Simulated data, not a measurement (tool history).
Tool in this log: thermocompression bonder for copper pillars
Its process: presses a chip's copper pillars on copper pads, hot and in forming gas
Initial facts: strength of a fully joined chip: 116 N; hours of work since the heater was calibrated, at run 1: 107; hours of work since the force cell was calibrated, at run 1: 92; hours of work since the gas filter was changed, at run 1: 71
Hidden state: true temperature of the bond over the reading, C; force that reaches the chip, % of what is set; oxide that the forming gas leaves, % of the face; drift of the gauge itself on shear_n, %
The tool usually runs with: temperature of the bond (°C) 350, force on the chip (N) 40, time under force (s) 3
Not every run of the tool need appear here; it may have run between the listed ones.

| run | hour | temperature of the bond (°C) | force on the chip (N) | time under force (s) | hours of work since the heater was calibrated | hours of work since the force cell was calibrated | hours of work since the gas filter was changed | force that shears a chip off (N) |
|---|---|---|---|---|---|---|---|---|
| 1 | 0 | 350 | 40 | 3 | 107 | 92 | 71 | 83.3 |
| 2 | 9.3 | 350 | 40 | 3 | 111 | 96 | 75 | 82.9 |
| 3 | 19.5 | 350 | 40 | 3 | 116 | 101 | 79 | 82.5 |
| 4 | 26.7 | 350 | 40 | 3 | 119 | 104 | 83 | 83 |
| 5 | 36.6 | 327 | 40 | 3 | 124 | 108 | 87 | 72 |
| 6 | 46.9 | 327 | 40 | 3 | 128 | 113 | 92 | 72.6 |
| 7 | 56.9 | 356 | 40 | 3 | 133 | 117 | 96 | 86.9 |
| 8 | 68.4 | 379 | 40 | 3 | 138 | 123 | 101 | 94.3 |
| 9 | 79.4 | 350 | 40 | 3 | 143 | 127 | 106 | 82.4 |
| 10 | 86.9 | 350 | 40 | 2 | 146 | 131 | 110 | 73.4 |
| 11 | 97.3 | 350 | 40 | 2 | 151 | 136 | 114 | 74.2 |
| 12 | 106 | 350 | 40 | 4 | 155 | 139 | 118 | 87.7 |
| 13 | 112.9 | 350 | 40 | 4 | 158 | 142 | 121 | 88.3 |
| 14 | 119.7 | 350 | 40 | 4 | 161 | 146 | 124 | 88.1 |
| 15 | 127.9 | 350 | 40 | 3 | 165 | 149 | 128 | 82.4 |
| 16 | 138.5 | 350 | 40 | 3 | 169 | 154 | 133 | 82 |
| 17 | 146.3 | 332 | 58 | 9 | 173 | 157 | 136 | 107.2 |
|  | 148.9 | force cell calibrated |
| 18 | 155.2 | 347 | 45 | 8 | 176 | 3 | 140 | 103.4 |
| 19 | 164 | 347 | 45 | 8 | 180 | 7 | 143 | 102.9 |
|  | 174.2 | force cell calibrated, once more |
| 20 | 175.2 | 350 | 49 | 3 | 184 | 0 | 148 | 93.2 |
| 21 | 186.6 | 350 | 25 | 5 | 190 | 6 | 153 | 67.1 |
| 22 | 193.3 | 333 | 26 | 5 | 193 | 9 | 156 | 60 |
| 23 | 207 | 347 | 34 | 6 | 199 | 15 | 162 | 86.1 |
| 24 | 214.8 | 350 | 39 | 3 | 202 | 18 | 166 | 81.6 |
| 25 | 222.5 | 350 | 39 | 3 | 206 | 22 | 169 | 81.4 |
| 26 | 232.7 | 350 | 40 | 2 | 210 | 26 | 174 | 74.1 |
| 27 | 246.1 | 350 | 51 | 3 | 216 | 32 | 180 | 95 |
| 28 | 253.7 | 350 | 51 | 3 | 220 | 36 | 183 | 95.8 |
| 29 | 259.9 | 378 | 24 | 5 | 222 | 38 | 186 | 75.9 |
| 30 | 273.8 | 331 | 24 | 5 | 229 | 45 | 192 | 55.2 |
| 31 | 286.7 | 331 | 30 | 5 | 234 | 50 | 198 | 67.5 |

Measured less the same run without the tool's hidden state. The same run-to-run variation is in both; the gauge's scatter may not be:
| run | force that shears a chip off (N) |
|---|---|
| 1 | -1.2 |
| 2 | -1.3 |
| 3 | -1.4 |
| 4 | -1.4 |
| 5 | -1.4 |
| 6 | -1.5 |
| 7 | -1.6 |
| 8 | -1.7 |
| 9 | -1.7 |
| 10 | -1.7 |
| 11 | -1.8 |
| 12 | -1.9 |
| 13 | -2 |
| 14 | -2.1 |
| 15 | -2.1 |
| 16 | -2.1 |
| 17 | -1.9 |
| 18 | -2.3 |
| 19 | -2.3 |
| 20 | -1.6 |
| 21 | -1.4 |
| 22 | -1.3 |
| 23 | -1.8 |
| 24 | -1.8 |
| 25 | -1.8 |
| 26 | -1.8 |
| 27 | -2.1 |
| 28 | -2.2 |
| 29 | -1.9 |
| 30 | -1.6 |
| 31 | -2 |

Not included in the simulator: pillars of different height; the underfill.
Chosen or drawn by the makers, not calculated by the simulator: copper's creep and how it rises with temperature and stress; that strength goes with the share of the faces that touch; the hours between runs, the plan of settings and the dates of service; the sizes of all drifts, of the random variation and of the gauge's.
